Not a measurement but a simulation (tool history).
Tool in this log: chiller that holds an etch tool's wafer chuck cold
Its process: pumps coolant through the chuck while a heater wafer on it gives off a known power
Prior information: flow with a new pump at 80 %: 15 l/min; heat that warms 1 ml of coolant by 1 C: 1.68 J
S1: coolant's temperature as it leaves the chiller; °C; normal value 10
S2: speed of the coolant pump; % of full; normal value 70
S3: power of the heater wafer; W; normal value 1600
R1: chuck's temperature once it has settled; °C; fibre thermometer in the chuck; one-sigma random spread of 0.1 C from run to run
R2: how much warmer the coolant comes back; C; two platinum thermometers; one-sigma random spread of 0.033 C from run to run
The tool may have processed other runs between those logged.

Run 1, hour 0.0: usual settings. Result: R1 24.9 °C, R2 5.14 C.
Run 2, hour 139.3: usual settings but S1 13 °C. Result: R1 28.1 °C, R2 5.12 C.
Run 3, hour 283.4: usual settings but S1 13 °C. Result: R1 28.2 °C, R2 5.16 C.
Run 4, hour 421.7: usual settings but S1 13 °C. Result: R1 28.5 °C, R2 5.17 C.
Run 5, hour 584.0: usual settings but S1 9 °C. Result: R1 24.7 °C, R2 5.20 C.
Run 6, hour 671.1: usual settings but S1 1 °C. Result: R1 16.9 °C, R2 5.23 C.
Run 7, hour 817.7: usual settings but S1 1 °C. Result: R1 17.0 °C, R2 5.29 C.
Run 8, hour 926.7: usual settings but S1 14 °C. Result: R1 30.3 °C, R2 5.25 C.
Run 9, hour 1095.3: usual settings but S2 82 % of full. Result: R1 24.8 °C, R2 4.56 C.
At hour 1238.9: coolant pump overhauled.
Run 10, hour 1247.8: usual settings but S2 82 % of full. Result: R1 23.3 °C, R2 3.73 C.
Run 11, hour 1342.9: usual settings but S2 82 % of full. Result: R1 23.3 °C, R2 3.68 C.
At hour 1464.5: chiller's thermometer calibrated.
Run 12, hour 1467.1: usual settings but S3 879 W. Result: R1 18.8 °C, R2 2.44 C.
Run 13, hour 1633.3: usual settings but S3 922 W. Result: R1 19.5 °C, R2 2.61 C.
Run 14, hour 1819.5: usual settings but S3 922 W. Result: R1 19.6 °C, R2 2.57 C.
Run 15, hour 2000.9: usual settings. Result: R1 25.9 °C, R2 4.53 C.
Run 16, hour 2118.1: usual settings. Result: R1 26.2 °C, R2 4.53 C.
Run 17, hour 2255.4: usual settings but S1 1 °C, S2 82 % of full, S3 824 W. Result: R1 9.4 °C, R2 1.95 C.
Run 18, hour 2376.8: usual settings but S1 9 °C, S3 1464 W. Result: R1 24.1 °C, R2 4.26 C.
At hour 2386.0: chiller's thermometer calibrated, once more.
Run 19, hour 2456.4: usual settings but S1 9 °C, S2 73 % of full, S3 829 W. Result: R1 16.7 °C, R2 2.30 C.
At hour 2556.0: coolant changed, channels flushed.
Run 20, hour 2590.6: usual settings but S1 9 °C, S2 73 % of full, S3 829 W. Result: R1 15.4 °C, R2 2.28 C.
Run 21, hour 2772.7: usual settings but S1 9 °C, S2 73 % of full, S3 829 W. Result: R1 15.8 °C, R2 2.34 C.
Run 22, hour 2944.5: usual settings but S1 4 °C, S2 86 % of full, S3 2319 W. Result: R1 20.6 °C, R2 5.43 C.
Run 23, hour 3049.9: usual settings but S1 8 °C, S2 86 % of full, S3 2319 W. Result: R1 24.8 °C, R2 5.44 C.
Run 24, hour 3204.9: usual settings but S1 8 °C, S2 86 % of full, S3 2319 W. Result: R1 25.2 °C, R2 5.54 C.
Run 25, hour 3364.8: usual settings but S1 8 °C, S2 75 % of full, S3 2319 W. Result: R1 27.0 °C, R2 6.40 C.

Forecast run 26:
Run 26, hour 3506.9: usual settings but S2 89 % of full, S3 1196 W. Result: R1 ?, R2 ?.

Run 26 measured R1 19.0 °C, R2 2.77 C.
Take away the tool's hidden state, keep the run-to-run variation as it was, and the same run would have given R1 17.8 °C, R2 2.53 C.
